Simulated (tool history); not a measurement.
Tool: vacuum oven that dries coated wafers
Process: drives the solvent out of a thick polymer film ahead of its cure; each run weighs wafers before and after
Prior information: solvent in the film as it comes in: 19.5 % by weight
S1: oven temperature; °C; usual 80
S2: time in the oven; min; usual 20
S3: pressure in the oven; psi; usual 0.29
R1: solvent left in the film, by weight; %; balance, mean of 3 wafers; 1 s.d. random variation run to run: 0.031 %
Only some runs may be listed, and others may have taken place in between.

| run | hour | S1 | S2 | S3 | R1 |
|---|---|---|---|---|---|
| 1 | 0 | 80 | 20 | 0.29 | 2.26 |
| 2 | 15.4 | 80 | 13 | 0.29 | 4.07 |
| 3 | 24.3 | 67 | 13 | 0.29 | 7.56 |
| 4 | 37 | 67 | 13 | 0.29 | 7.54 |
| 5 | 49.7 | 67 | 13 | 0.29 | 7.59 |
| 6 | 57.9 | 80 | 20 | 0.29 | 2.21 |
| 7 | 69.8 | 80 | 23 | 0.29 | 1.84 |
| 8 | 77.4 | 80 | 35 | 0.29 | 1.12 |
| 9 | 86.4 | 80 | 35 | 0.29 | 1.12 |
|  | 88.8 | vacuum gauge cleaned of residue and calibrated |
| 10 | 96.4 | 80 | 35 | 0.29 | 1.13 |
| 11 | 106 | 80 | 35 | 0.29 | 1.1 |
| 12 | 114.6 | 71 | 21 | 0.297 | 3.93 |
|  | 121.5 | vacuum gauge cleaned of residue and calibrated, once more |
| 13 | 128.2 | 80 | 20 | 0.516 | 2.77 |

Per-run results on a tool with no hidden state, each run keeping its own random variation:
Hidden state present: true wafer temperature over the reading, C; true pressure over the reading, kPa; drift of the gauge itself on solvent_pct, %.
| run | R1 |
|---|---|
| 1 | 2.33 |
| 2 | 4.2 |
| 3 | 7.71 |
| 4 | 7.7 |
| 5 | 7.74 |
| 6 | 2.3 |
| 7 | 1.91 |
| 8 | 1.12 |
| 9 | 1.12 |
| 10 | 1.11 |
| 11 | 1.09 |
| 12 | 4.05 |
| 13 | 2.94 |
